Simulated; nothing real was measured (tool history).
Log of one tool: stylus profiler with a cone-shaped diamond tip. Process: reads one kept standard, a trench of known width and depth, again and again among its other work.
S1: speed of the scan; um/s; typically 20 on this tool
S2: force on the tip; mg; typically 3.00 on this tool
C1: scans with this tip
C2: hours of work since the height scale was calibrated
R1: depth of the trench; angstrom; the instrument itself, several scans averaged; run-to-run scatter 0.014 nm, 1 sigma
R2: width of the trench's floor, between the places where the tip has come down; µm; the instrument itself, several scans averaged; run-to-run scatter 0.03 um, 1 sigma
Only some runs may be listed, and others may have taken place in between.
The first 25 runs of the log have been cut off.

run    hour  S1    S2     C1   C2      R1     R2
 26   680.8  11  2.41  10821   55  1012.0  98.01
 27   709.2  11  3.54  11024   69  1015.2  98.04
      722.6  -- height scale calibrated on a step standard, once more
 28   738.8  11  3.54  11233    8  1014.1  98.04
 29   763.2  11  3.54  11408   20  1014.1  98.02
 30   793.0  79  1.47  11622   35  1008.0  97.72
 31   819.4  79  1.47  11811   49  1008.1  97.76
 32   840.3  13  1.90  11961   59  1009.3  97.97
 33   866.1  26  2.87  12145   72  1012.3  97.93
 34   899.7  35  3.23  12387   89  1013.4  97.92
 35   930.8  35  3.23  12609  105  1013.4  97.92
 36   967.7  38  6.03  12874  123  1020.1  97.93
 37   997.2  38  6.03  13086  138  1019.9  97.89
 38  1027.0  12  3.93  13299  153  1015.1  97.93
 39  1054.7  19  2.06  13498  167  1010.0  97.88
 40  1080.6  19  2.06  13684  180  1010.1  97.92
 41  1100.9  66  1.20  13830  190  1007.2  97.71
 42  1128.4  30  3.90  14027  204  1015.2  97.87
 43  1160.8  17  8.91  14259  220  1026.4  97.83
 44  1189.4  17  8.91  14464  235  1026.2  97.83
 45  1206.9  17  8.91  14590  243  1026.2  97.90
 46  1238.0  14  2.54  14813  259  1011.6  97.88

Here are 3 independent what-if runs from the current tool condition. What would each one return?
  A  1274.2  29  2.54  15072  277   ?   ?
  B  1274.2  14  3.95  15072  277   ?   ?
  C  1274.2  22  2.94  15072  277   ?   ?

run      R1     R2
  A  1011.7  97.79
  B  1015.6  97.80
  C  1012.8  97.82
Take away the tool's hidden state, keep each run's random variation, and the runs would have read:
run      R1     R2
  A  1011.1  98.50
  B  1015.1  98.50
  C  1012.3  98.52

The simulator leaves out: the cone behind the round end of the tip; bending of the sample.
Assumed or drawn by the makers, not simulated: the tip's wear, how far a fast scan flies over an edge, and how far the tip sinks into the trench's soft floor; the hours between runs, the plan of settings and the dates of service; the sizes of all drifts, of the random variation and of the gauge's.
